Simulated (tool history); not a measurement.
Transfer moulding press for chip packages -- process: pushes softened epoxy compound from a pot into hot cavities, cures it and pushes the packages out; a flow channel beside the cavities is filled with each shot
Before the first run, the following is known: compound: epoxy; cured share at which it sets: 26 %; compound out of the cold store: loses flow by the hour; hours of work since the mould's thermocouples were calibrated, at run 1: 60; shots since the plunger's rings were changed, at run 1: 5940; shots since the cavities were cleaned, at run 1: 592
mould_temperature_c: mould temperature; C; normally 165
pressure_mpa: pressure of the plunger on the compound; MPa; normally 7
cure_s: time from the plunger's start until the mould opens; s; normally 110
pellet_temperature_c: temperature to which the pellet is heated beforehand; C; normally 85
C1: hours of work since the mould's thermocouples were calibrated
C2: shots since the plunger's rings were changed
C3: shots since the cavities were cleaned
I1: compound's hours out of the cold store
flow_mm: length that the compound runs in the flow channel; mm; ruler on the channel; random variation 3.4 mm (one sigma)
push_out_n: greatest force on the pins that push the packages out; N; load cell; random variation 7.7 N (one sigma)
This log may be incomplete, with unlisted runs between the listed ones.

{"run": 1, "hour": 0.0, "mould_temperature_c": 165, "pressure_mpa": 7, "cure_s": 110, "pellet_temperature_c": 85, "C1": 60, "C2": 5940, "C3": 592, "I1": 29.8, "flow_mm": 466, "push_out_n": 522}
{"hour": 10.4, "done": "cavities cleaned with cleaning compound and waxed"}
{"run": 2, "hour": 11.2, "mould_temperature_c": 165, "pressure_mpa": 7, "cure_s": 110, "pellet_temperature_c": 85, "C1": 65, "C2": 6016, "C3": 6, "I1": 10.9, "flow_mm": 515, "push_out_n": 338}
{"run": 3, "hour": 18.2, "mould_temperature_c": 165, "pressure_mpa": 7, "cure_s": 110, "pellet_temperature_c": 85, "C1": 69, "C2": 6071, "C3": 61, "I1": 30.1, "flow_mm": 474, "push_out_n": 372}
{"run": 4, "hour": 25.8, "mould_temperature_c": 165, "pressure_mpa": 7, "cure_s": 110, "pellet_temperature_c": 87, "C1": 72, "C2": 6130, "C3": 120, "I1": 20, "flow_mm": 495, "push_out_n": 394}
{"run": 5, "hour": 31.1, "mould_temperature_c": 165, "pressure_mpa": 7, "cure_s": 110, "pellet_temperature_c": 85, "C1": 75, "C2": 6172, "C3": 162, "I1": 27.6, "flow_mm": 466, "push_out_n": 424}
{"run": 6, "hour": 35.8, "mould_temperature_c": 165, "pressure_mpa": 7, "cure_s": 110, "pellet_temperature_c": 85, "C1": 77, "C2": 6209, "C3": 199, "I1": 17.6, "flow_mm": 501, "push_out_n": 424}
{"run": 7, "hour": 44.5, "mould_temperature_c": 165, "pressure_mpa": 7, "cure_s": 110, "pellet_temperature_c": 89, "C1": 82, "C2": 6277, "C3": 267, "I1": 32.2, "flow_mm": 462, "push_out_n": 465}
{"run": 8, "hour": 49.3, "mould_temperature_c": 168, "pressure_mpa": 7, "cure_s": 110, "pellet_temperature_c": 85, "C1": 84, "C2": 6314, "C3": 304, "I1": 19.3, "flow_mm": 483, "push_out_n": 441}
{"run": 9, "hour": 56.7, "mould_temperature_c": 168, "pressure_mpa": 7, "cure_s": 110, "pellet_temperature_c": 85, "C1": 88, "C2": 6372, "C3": 362, "I1": 29.5, "flow_mm": 467, "push_out_n": 460}
{"run": 10, "hour": 62.6, "mould_temperature_c": 168, "pressure_mpa": 7, "cure_s": 110, "pellet_temperature_c": 85, "C1": 91, "C2": 6418, "C3": 408, "I1": 22.7, "flow_mm": 478, "push_out_n": 472}
{"run": 11, "hour": 72.1, "mould_temperature_c": 168, "pressure_mpa": 7, "cure_s": 110, "pellet_temperature_c": 85, "C1": 96, "C2": 6493, "C3": 483, "I1": 25.6, "flow_mm": 471, "push_out_n": 523}
{"run": 12, "hour": 76.9, "mould_temperature_c": 165, "pressure_mpa": 7, "cure_s": 110, "pellet_temperature_c": 85, "C1": 98, "C2": 6531, "C3": 521, "I1": 15.6, "flow_mm": 503, "push_out_n": 541}
{"run": 13, "hour": 87.4, "mould_temperature_c": 165, "pressure_mpa": 7, "cure_s": 110, "pellet_temperature_c": 85, "C1": 103, "C2": 6613, "C3": 603, "I1": 12.2, "flow_mm": 508, "push_out_n": 547}
{"run": 14, "hour": 94.1, "mould_temperature_c": 165, "pressure_mpa": 7, "cure_s": 110, "pellet_temperature_c": 82, "C1": 107, "C2": 6666, "C3": 656, "I1": 42.6, "flow_mm": 436, "push_out_n": 535}
{"hour": 96.1, "done": "cavities cleaned with cleaning compound and waxed"}
{"hour": 102.9, "done": "plunger's sealing rings changed"}
{"run": 15, "hour": 104.3, "mould_temperature_c": 164, "pressure_mpa": 8.68, "cure_s": 100, "pellet_temperature_c": 85, "C1": 110, "C2": 11, "C3": 44, "I1": 17.6, "flow_mm": 620, "push_out_n": 415}

Forecast run 16:
{"run": 16, "hour": 113.6, "mould_temperature_c": 164, "pressure_mpa": 8.68, "cure_s": 100, "pellet_temperature_c": 85, "C1": 114, "C2": 84, "C3": 117, "I1": 16.6, "flow_mm": "?", "push_out_n": "?"}

Run 16 measured flow_mm 625 mm, push_out_n 440 N.
Had the tool carried no hidden state, the very same run would have given flow_mm 626 mm, push_out_n 367 N.
